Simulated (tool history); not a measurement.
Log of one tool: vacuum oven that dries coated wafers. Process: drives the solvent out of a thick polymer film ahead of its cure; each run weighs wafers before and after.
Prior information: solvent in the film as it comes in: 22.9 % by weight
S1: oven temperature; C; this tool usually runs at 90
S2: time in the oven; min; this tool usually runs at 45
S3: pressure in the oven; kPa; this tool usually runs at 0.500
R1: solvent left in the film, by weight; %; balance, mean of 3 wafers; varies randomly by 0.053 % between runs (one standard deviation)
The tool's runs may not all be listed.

| run | hour | S1 | S2 | S3 | R1 |
|---|---|---|---|---|---|
| 1 | 0.0 | 90 | 45 | 0.500 | 4.81 |
| 2 | 45.6 | 90 | 45 | 0.500 | 4.88 |
| 3 | 112.4 | 90 | 45 | 0.500 | 4.78 |
| 4 | 175.7 | 90 | 45 | 0.500 | 4.70 |
| 5 | 214.9 | 90 | 45 | 1.345 | 5.68 |
| 6 | 272.9 | 90 | 45 | 1.345 | 5.65 |
| 7 | 306.2 | 90 | 45 | 0.500 | 4.78 |
| 8 | 360.2 | 90 | 45 | 0.500 | 4.87 |
| 9 | 406.0 | 90 | 45 | 1.248 | 5.54 |
| 10 | 439.6 | 90 | 45 | 0.500 | 4.75 |
| 11 | 493.8 | 90 | 45 | 0.500 | 4.81 |
| 12 | 530.6 | 90 | 45 | 0.500 | 4.73 |
| 13 | 572.1 | 90 | 45 | 0.500 | 4.77 |
|  | 580.2 | oven's thermocouples calibrated |
| 14 | 629.6 | 90 | 45 | 0.500 | 4.68 |
| 15 | 676.4 | 90 | 25 | 0.500 | 8.28 |
| 16 | 739.0 | 90 | 25 | 0.500 | 8.48 |
| 17 | 793.4 | 90 | 25 | 0.500 | 8.47 |
| 18 | 830.1 | 90 | 40 | 0.500 | 5.28 |
| 19 | 863.7 | 90 | 45 | 0.500 | 4.65 |
| 20 | 915.2 | 105 | 45 | 0.500 | 0.96 |
| 21 | 950.1 | 90 | 45 | 0.389 | 4.49 |
| 22 | 998.8 | 90 | 45 | 0.389 | 4.48 |
|  | 1010.8 | oven's thermocouples calibrated, once more |
| 23 | 1036.8 | 90 | 45 | 0.500 | 5.09 |
| 24 | 1073.2 | 87 | 45 | 0.500 | 6.31 |
| 25 | 1118.9 | 87 | 44 | 0.500 | 6.42 |
| 26 | 1151.4 | 87 | 44 | 0.500 | 6.44 |
| 27 | 1208.7 | 87 | 44 | 0.500 | 6.40 |
|  | 1217.8 | vacuum gauge cleaned of residue and calibrated |
| 28 | 1272.3 | 102 | 52 | 1.266 | 1.61 |
| 29 | 1303.1 | 99 | 41 | 0.278 | 2.27 |

Forecast run 30:
| 30 | 1333.9 | 90 | 80 | 1.113 | ? |

{"run 30": {"R1": 2.61}}
Without the tool's hidden state the same run would have given R1 2.57 %.
